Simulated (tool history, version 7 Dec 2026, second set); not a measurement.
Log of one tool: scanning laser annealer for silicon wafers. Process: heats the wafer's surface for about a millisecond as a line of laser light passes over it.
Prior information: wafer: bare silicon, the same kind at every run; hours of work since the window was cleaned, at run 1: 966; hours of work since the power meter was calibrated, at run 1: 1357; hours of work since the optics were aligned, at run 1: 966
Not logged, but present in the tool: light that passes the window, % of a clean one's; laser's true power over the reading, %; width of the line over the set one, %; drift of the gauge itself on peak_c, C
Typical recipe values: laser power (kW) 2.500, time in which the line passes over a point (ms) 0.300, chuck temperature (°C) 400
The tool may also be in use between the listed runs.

run,hour,laser power (kW),time in which the line passes over a point (ms),chuck temperature (°C),hours of work since the window was cleaned,hours of work since the power meter was calibrated,hours of work since the optics were aligned,highest temperature of the surface (°C)
1,0.0,2.500,0.300,400,966,1357,966,1158
# hour 44.7: window over the wafer cleaned
2,52.8,2.500,0.342,400,5,1388,997,1206
# hour 63.6: optics aligned, line set to its width
3,109.7,2.500,0.342,400,36,1420,28,1206
4,171.3,2.500,0.261,400,74,1457,65,1108
5,227.9,2.500,0.261,400,108,1492,100,1107
6,282.5,2.500,0.300,374,141,1525,133,1133
7,348.2,2.500,0.300,400,181,1565,173,1159
8,405.2,2.500,0.300,400,216,1599,207,1158
9,447.7,2.731,0.300,433,242,1625,233,1261
10,521.1,2.335,0.300,440,286,1670,278,1146
11,594.2,2.394,0.300,400,331,1714,322,1127
12,633.7,2.581,0.247,361,355,1738,346,1073
13,701.4,2.339,0.247,361,396,1779,387,1005
14,754.7,2.745,0.300,400,428,1812,420,1230
15,831.9,2.662,0.319,383,475,1858,467,1215

Below are 5 alternative next runs, each starting from the tool's condition after run 15. Predict each:
A,884.9,2.535,0.319,383,507,1891,499,?
B,884.9,2.662,0.287,383,507,1891,499,?
C,884.9,2.658,0.319,368,507,1891,499,?
D,884.9,2.662,0.302,383,507,1891,499,?
E,884.9,2.639,0.221,384,507,1891,499,?

run,highest temperature of the surface (°C)
A,1176
B,1169
C,1197
D,1191
E,1068
The same runs, with their run-to-run variation unchanged, on a tool lacking any hidden condition would have given:
run,highest temperature of the surface (°C)
A,1176
B,1169
C,1198
D,1191
E,1069
